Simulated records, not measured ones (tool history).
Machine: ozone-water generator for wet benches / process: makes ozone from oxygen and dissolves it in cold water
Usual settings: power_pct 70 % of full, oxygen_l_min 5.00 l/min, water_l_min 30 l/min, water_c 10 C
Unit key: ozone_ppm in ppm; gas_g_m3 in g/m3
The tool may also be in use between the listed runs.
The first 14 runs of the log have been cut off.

| run | day | power_pct | oxygen_l_min | water_l_min | water_c | ozone_ppm | gas_g_m3 |
|---|---|---|---|---|---|---|---|
| 15 | 74.250 | 70 | 2.58 | 30 | 10 | 11.2 | 185.3 |
| 16 | 81.371 | 70 | 2.58 | 30 | 10 | 11.0 | 187.5 |
| 17 | 88.638 | 70 | 2.58 | 47 | 10 | 7.0 | 185.3 |
| 18 | 94.208 | 70 | 2.74 | 30 | 10 | 11.4 | 182.2 |
| 19 | 98.904 | 83 | 3.80 | 30 | 16 | 13.8 | 180.5 |
| 20 | 103.538 | 93 | 5.00 | 30 | 10 | 17.2 | 175.1 |
| 21 | 108.600 | 66 | 8.65 | 37 | 14 | 12.9 | 112.4 |
| 22 | 113.625 | 54 | 3.54 | 30 | 10 | 10.4 | 136.1 |
| 23 | 121.154 | 70 | 3.54 | 30 | 12 | 12.4 | 165.3 |
| 24 | 124.996 | 70 | 3.54 | 36 | 12 | 10.4 | 164.2 |
| 25 | 129.804 | 49 | 7.99 | 30 | 14 | 11.9 | 93.7 |
| 26 | 134.483 | 49 | 5.00 | 33 | 5 | 10.3 | 111.1 |
| 27 | 139.996 | 90 | 5.00 | 27 | 10 | 18.8 | 171.5 |
|  | 140.729 | water thermometer calibrated |
| 28 | 146.971 | 90 | 5.00 | 27 | 10 | 18.6 | 171.6 |
| 29 | 154.442 | 90 | 5.00 | 27 | 10 | 18.5 | 172.2 |
|  | 155.796 | contactor cleaned |
| 30 | 161.254 | 97 | 5.00 | 27 | 12 | 19.4 | 182.6 |
| 31 | 164.496 | 70 | 5.00 | 30 | 7 | 14.8 | 143.8 |
| 32 | 169.871 | 82 | 3.76 | 28 | 14 | 15.0 | 179.5 |

Each row is a separate what-if for the run after 32, all from the same tool condition, not one after another. Results?
| A | 176.300 | 70 | 3.48 | 30 | 10 | ? | ? |
| B | 176.300 | 53 | 4.71 | 31 | 14 | ? | ? |
| C | 176.300 | 70 | 2.61 | 30 | 10 | ? | ? |

| run | ozone_ppm | gas_g_m3 |
|---|---|---|
| A | 12.5 | 164.9 |
| B | 10.8 | 120.8 |
| C | 11.1 | 181.9 |
Had the tool no hidden state, the same runs would have come out as:
| run | ozone_ppm | gas_g_m3 |
|---|---|---|
| A | 12.5 | 165.2 |
| B | 10.8 | 120.9 |
| C | 11.1 | 182.3 |
